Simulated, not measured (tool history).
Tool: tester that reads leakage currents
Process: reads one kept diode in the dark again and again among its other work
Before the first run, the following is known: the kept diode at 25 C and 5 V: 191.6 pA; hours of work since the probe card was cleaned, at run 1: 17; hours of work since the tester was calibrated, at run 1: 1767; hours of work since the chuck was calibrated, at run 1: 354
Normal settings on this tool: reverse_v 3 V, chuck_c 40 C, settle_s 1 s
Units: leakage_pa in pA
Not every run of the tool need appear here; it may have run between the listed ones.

run	hour	reverse_v	chuck_c	settle_s	hours of work since the probe card was cleaned	hours of work since the tester was calibrated	hours of work since the chuck was calibrated	leakage_pa
1	0	3	40	1	17	1767	354	476.23
2	114.6	3	40	1	64	1814	401	476.91
3	320	3	47	1	149	1899	486	763.63
4	572.1	3	47	1	253	2003	590	764.36
5	762.9	3	47	1	332	2082	669	772.06
6	874.9	3	47	1	378	2128	715	774.32
7	1034.5	3	40	1	444	2194	781	482.05
8	1180.7	3	40	1	504	2254	841	485.44
9	1303.1	3	40	2.6	555	2304	892	485.41
10	1480.7	3	40	2.6	628	2378	965	484.35
# hour 1614.8: chuck's temperature calibrated
11	1628.6	3	40	2.6	688	2438	6	469.06
12	1819	3	40	2.6	767	2517	84	470.39
13	2074.5	3	40	1	872	2622	190	475.97
14	2320.3	3	40	1	973	2723	291	474.91
15	2537.5	3	40	0.43	1063	2813	381	479.2
16	2787.7	3	40	0.43	1166	2916	484	479.01
17	3003.3	6.15	40	1	1255	3005	573	637.82
18	3265.7	5.66	40	1	1364	3114	681	621.97
19	3520.7	5.66	40	1	1469	3219	786	624.93
20	3658.7	3	39	1	1526	3276	843	455.2
21	3774.7	3	39	1	1574	3324	891	457.18
22	3985.4	1.14	22	1	1661	3411	978	91.53
# hour 4093.4: chuck's temperature calibrated
23	4214.4	1.14	22	1	1754	3504	50	88.9
24	4426.3	1.14	22	1	1842	3592	137	88.78
25	4558.4	3	27	2.01	1896	3646	192	191.01
26	4720	3	27	2.01	1963	3713	259	191.91
27	4960.3	1.08	30	2.01	2062	3812	358	159.04
28	5116.5	2.25	24	1.79	2127	3876	422	138.14
# hour 5139.7: tester calibrated
29	5227.3	3.55	37	4.24	2171	36	467	416.1
30	5360.2	3.55	37	4.24	2226	91	522	419.03
31	5489.1	16.54	50	1	2279	144	575	1848.86
32	5609.2	3.21	25	0.42	2329	194	625	174.53
33	5797.4	2.91	23	0.42	2407	271	702	144.73
34	5968.5	6.25	55	2.14	2477	342	773	1731.2
35	6135	1.53	37	1.43	2546	411	842	304.4
36	6353.3	16.77	45	2.31	2636	501	932	1357.03
37	6520.3	3	25	0.98	2705	570	1001	170.95
# hour 6564.7: chuck's temperature calibrated
# hour 6615.4: probe card cleaned and baked
38	6717.1	3	25	0.98	42	649	62	159.85
39	6890.8	1.07	25	0.46	114	721	133	107.48

Here are 5 independent what-if runs from the current tool condition. What would each one return?
A	7114.5	3	24	2.18	206	813	226	?
B	7114.5	5.6	40	9.03	206	813	226	?
C	7114.5	1.07	25	8.84	206	813	226	?
D	7114.5	3	26	1	206	813	226	?
E	7114.5	16.27	45	0.46	206	813	226	?

run	leakage_pa
A	149.26
B	605.35
C	107.2
D	175
E	1299.94
Take away the tool's hidden state, keep each run's random variation, and the runs would have read:
run	leakage_pa
A	146.07
B	594.43
C	105.1
D	171.39
E	1276.52

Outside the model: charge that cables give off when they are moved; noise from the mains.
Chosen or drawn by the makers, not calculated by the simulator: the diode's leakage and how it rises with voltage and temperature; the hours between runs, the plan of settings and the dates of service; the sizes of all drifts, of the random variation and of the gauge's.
